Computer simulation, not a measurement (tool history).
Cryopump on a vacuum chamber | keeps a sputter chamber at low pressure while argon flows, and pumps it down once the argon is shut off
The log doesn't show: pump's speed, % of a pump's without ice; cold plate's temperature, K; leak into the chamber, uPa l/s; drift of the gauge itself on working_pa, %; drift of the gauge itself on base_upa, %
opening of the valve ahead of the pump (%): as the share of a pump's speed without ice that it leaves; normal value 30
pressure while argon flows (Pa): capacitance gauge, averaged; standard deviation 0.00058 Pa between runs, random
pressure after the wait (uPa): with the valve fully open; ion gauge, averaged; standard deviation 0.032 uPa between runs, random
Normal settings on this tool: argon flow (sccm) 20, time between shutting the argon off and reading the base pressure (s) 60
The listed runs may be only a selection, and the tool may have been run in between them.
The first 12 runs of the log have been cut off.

run	hour	argon flow (sccm)	time between shutting the argon off and reading the base pressure (s)	opening of the valve ahead of the pump (%)	hours of work since the pump was warmed up and emptied	hours of work since the cold head was overhauled	hours of work since the chamber's fittings were tightened	pressure while argon flows (Pa)	pressure after the wait (uPa)
13	548.3	20	60	30	437	2082	1312	0.0770	2.97
14	595.2	20	60	30	468	2114	1343	0.0773	2.96
15	645.8	20	60	30	502	2148	1377	0.0764	2.98
# hour 656.4: pump warmed up, emptied and cooled again
16	703.2	20	276	30	31	2183	1413	0.0745	1.66
17	763.9	20	38	30	72	2224	1453	0.0741	3.77
18	823.2	16	123	18	112	2264	1493	0.0983	2.24
19	854.1	20	39	52	133	2284	1514	0.0443	3.81
20	894.7	12	27	49	160	2312	1541	0.0284	4.86
21	951.9	12	27	49	199	2350	1580	0.0287	4.91
22	983.2	14	114	50	220	2371	1601	0.0316	2.33
23	1041.5	14	114	50	259	2410	1640	0.0321	2.45
24	1100.1	10	156	19	298	2450	1679	0.0602	2.25
25	1156.0	20	67	17	336	2487	1717	0.1305	3.10
26	1192.2	20	67	17	360	2512	1741	0.1307	3.24
27	1223.3	20	67	17	381	2532	1762	0.1324	3.21
28	1282.8	16	42	30	421	2572	1802	0.0616	4.09
29	1313.7	18	42	16	442	2593	1823	0.1267	4.04
30	1354.5	18	227	48	469	2621	1850	0.0458	2.35
# hour 1416.5: pump warmed up, emptied and cooled again
31	1428.7	18	227	48	8	2667	1897	0.0406	2.11
32	1470.7	38	262	30	36	2695	1925	0.1398	2.12
33	1511.8	38	262	30	64	2723	1953	0.1403	2.19

Run 34 comes next. What will it give?
34	1568.3	20	60	55	102	2761	1990	?	?

For run 34 the tool returned pressure while argon flows (Pa) 0.0409, pressure after the wait (uPa) 3.32.
Had the tool carried no hidden state, the very same run would have given pressure while argon flows (Pa) 0.0394, pressure after the wait (uPa) 1.65.

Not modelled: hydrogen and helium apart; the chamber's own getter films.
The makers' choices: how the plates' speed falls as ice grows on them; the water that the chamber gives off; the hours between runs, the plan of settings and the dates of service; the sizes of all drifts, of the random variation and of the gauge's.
